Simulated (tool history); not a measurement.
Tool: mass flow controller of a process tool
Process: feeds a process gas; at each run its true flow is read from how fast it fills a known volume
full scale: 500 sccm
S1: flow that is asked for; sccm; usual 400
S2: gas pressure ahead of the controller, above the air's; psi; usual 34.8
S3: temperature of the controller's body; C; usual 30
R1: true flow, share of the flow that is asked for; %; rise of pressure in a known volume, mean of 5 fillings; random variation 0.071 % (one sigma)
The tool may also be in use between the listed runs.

Run 1, day 0: usual settings. Result: R1 99.56 %.
Run 2, day 10.354: usual settings but S3 28 C. Result: R1 99.5 %.
Run 3, day 19.275: usual settings but S3 28 C. Result: R1 99.56 %.
Run 4, day 30.333: usual settings but S3 28 C. Result: R1 99.54 %.
Run 5, day 40.629: usual settings but S3 28 C. Result: R1 99.55 %.
Run 6, day 49.246: usual settings but S1 373 sccm. Result: R1 99.23 %.
Run 7, day 56.712: usual settings. Result: R1 99.38 %.
Run 8, day 69.183: usual settings but S3 33 C. Result: R1 99.12 %.
Run 9, day 80.038: usual settings but S3 33 C. Result: R1 99.15 %.
Run 10, day 90.138: usual settings but S3 33 C. Result: R1 99.29 %.
Run 11, day 98.833: usual settings but S3 33 C. Result: R1 99.12 %.
Run 12, day 114.092: usual settings but S1 231 sccm. Result: R1 98.53 %.
Run 13, day 127.738: usual settings but S1 192 sccm, S2 21.2 psi. Result: R1 97.64 %.
Run 14, day 138.129: usual settings but S2 38.7 psi, S3 27 C. Result: R1 99.55 %.
At day 138.896: controller's zero set anew.
Run 15, day 152.229: usual settings but S1 90 sccm, S2 32.9 psi. Result: R1 93.53 %.
Run 16, day 168.825: usual settings but S1 72 sccm, S2 20.5 psi, S3 22 C. Result: R1 91.39 %.
Run 17, day 177.375: usual settings but S1 126 sccm, S2 31.9 psi, S3 38 C. Result: R1 94.52 %.
Run 18, day 191.517: usual settings but S1 143 sccm, S2 24.1 psi, S3 28 C. Result: R1 95.11 %.
Run 19, day 203.038: usual settings but S1 126 sccm, S2 24.1 psi, S3 28 C. Result: R1 94.44 %.

3 ways to go on from here, each from the tool as it stands after run 19. What would each give?
Run A, day 219.479: usual settings but S1 173 sccm, S2 33.2 psi. Result: R1 ?.
Run B, day 219.479: usual settings but S3 37 C. Result: R1 ?.
Run C, day 219.479: usual settings but S2 21.2 psi. Result: R1 ?.

run     R1
  A  96.16
  B  98.17
  C  97.87
Without the tool's hidden state the same runs would have given:
run     R1
  A  99.77
  B  99.62
  C  99.31
